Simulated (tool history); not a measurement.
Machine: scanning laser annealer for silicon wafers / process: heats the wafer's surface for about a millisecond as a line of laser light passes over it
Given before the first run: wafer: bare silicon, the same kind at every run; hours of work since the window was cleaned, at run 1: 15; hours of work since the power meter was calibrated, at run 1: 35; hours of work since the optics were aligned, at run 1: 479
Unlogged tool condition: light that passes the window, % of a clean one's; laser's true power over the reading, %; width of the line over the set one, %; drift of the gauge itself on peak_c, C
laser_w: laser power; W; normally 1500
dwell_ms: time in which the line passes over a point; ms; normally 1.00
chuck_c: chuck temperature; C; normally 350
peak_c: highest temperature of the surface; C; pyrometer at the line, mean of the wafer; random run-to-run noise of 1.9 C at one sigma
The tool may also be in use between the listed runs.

run	hour	laser_w	dwell_ms	chuck_c	hours of work since the window was cleaned	hours of work since the power meter was calibrated	hours of work since the optics were aligned	peak_c
1	0.0	1500	1.00	350	15	35	479	1111
2	21.0	1500	1.00	350	29	49	493	1117
3	44.0	1500	1.00	350	44	64	509	1111
4	69.4	1500	1.00	350	61	82	526	1114
5	85.0	1500	1.00	362	72	92	536	1126
6	114.9	1500	0.91	350	92	112	556	1079
7	137.4	1390	1.00	350	107	127	572	1051
8	168.4	1390	1.00	350	128	148	592	1057
9	189.9	1390	1.00	350	142	162	607	1057
10	206.8	1390	1.00	350	153	174	618	1052
11	235.0	1500	1.00	350	172	193	637	1107
12	258.4	1428	1.25	311	188	208	653	1122
13	277.9	1428	1.25	311	201	222	666	1122
14	292.1	1500	1.00	330	211	231	675	1087
15	322.3	1474	1.02	330	231	251	696	1083
16	346.1	1293	0.82	368	247	267	712	955
17	371.6	1406	0.81	349	264	284	729	982
18	402.6	1350	0.81	349	285	305	750	958
19	417.6	1500	0.83	347	295	315	760	1032
20	443.1	1527	1.01	330	312	332	777	1106
21	460.8	1527	1.01	330	324	344	789	1099
22	475.3	1623	1.22	384	333	354	798	1291

A few steps of peak_c between consecutive runs. Split each: what settings, incoming material and random variation would produce without the hidden state, and what is left over for the hidden state, along with gauge scatter present in only one of the two compared results (measured, and without hidden state):
Run 10 -> 11: laser_w 1390 -> 1500. peak_c +55 C: hidden state -2, all else +57.
Run 15 -> 16: laser_w 1474 -> 1293, dwell_ms 1.02 -> 0.82, chuck_c 330 -> 368. peak_c -128 C: hidden state +2, all else -130.
Run 21 -> 22: laser_w 1527 -> 1623, dwell_ms 1.01 -> 1.22, chuck_c 330 -> 384. peak_c +192 C: hidden state -3, all else +195.
